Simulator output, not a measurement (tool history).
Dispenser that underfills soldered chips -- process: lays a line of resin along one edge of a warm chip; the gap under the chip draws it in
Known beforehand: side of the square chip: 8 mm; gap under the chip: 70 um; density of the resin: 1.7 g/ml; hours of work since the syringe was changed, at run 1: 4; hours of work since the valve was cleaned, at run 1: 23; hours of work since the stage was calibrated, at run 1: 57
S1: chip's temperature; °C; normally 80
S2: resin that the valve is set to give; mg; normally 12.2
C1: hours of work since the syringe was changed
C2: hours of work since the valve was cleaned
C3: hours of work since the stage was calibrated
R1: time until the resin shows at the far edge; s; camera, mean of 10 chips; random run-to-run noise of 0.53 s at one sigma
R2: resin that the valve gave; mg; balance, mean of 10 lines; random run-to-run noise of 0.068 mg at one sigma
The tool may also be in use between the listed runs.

{"run": 1, "hour": 0.0, "S1": 80, "S2": 12.2, "C1": 4, "C2": 23, "C3": 57, "R1": 51.6, "R2": 11.95}
{"hour": 5.2, "done": "new syringe of resin"}
{"run": 2, "hour": 8.4, "S1": 80, "S2": 12.2, "C1": 2, "C2": 30, "C3": 64, "R1": 49.6, "R2": 12.08}
{"hour": 15.6, "done": "new syringe of resin"}
{"run": 3, "hour": 16.0, "S1": 80, "S2": 12.2, "C1": 0, "C2": 35, "C3": 69, "R1": 44.3, "R2": 12.08}
{"run": 4, "hour": 20.0, "S1": 80, "S2": 12.2, "C1": 3, "C2": 38, "C3": 72, "R1": 52, "R2": 11.87}
{"hour": 25.6, "done": "new syringe of resin"}
{"run": 5, "hour": 26.0, "S1": 80, "S2": 12.2, "C1": 0, "C2": 42, "C3": 76, "R1": 44.1, "R2": 11.9}
{"run": 6, "hour": 33.1, "S1": 80, "S2": 12.2, "C1": 6, "C2": 48, "C3": 82, "R1": 58.1, "R2": 11.92}
{"hour": 35.9, "done": "new syringe of resin"}
{"run": 7, "hour": 39.7, "S1": 80, "S2": 12.2, "C1": 3, "C2": 52, "C3": 86, "R1": 50.6, "R2": 11.83}
{"hour": 45.9, "done": "new syringe of resin"}
{"run": 8, "hour": 48.6, "S1": 75, "S2": 10.9, "C1": 2, "C2": 59, "C3": 93, "R1": 61.1, "R2": 10.38}

Run 9 is up next; what results do you expect?
{"hour": 56.3, "done": "new syringe of resin"}
{"run": 9, "hour": 57.2, "S1": 75, "S2": 10.9, "C1": 1, "C2": 65, "C3": 99, "R1": "?", "R2": "?"}

Run 9 gave R1 56.9 s, R2 10.56 mg.
Minus the tool's unlogged condition, the same run would have read R1 55.2 s, R2 10.95 mg.
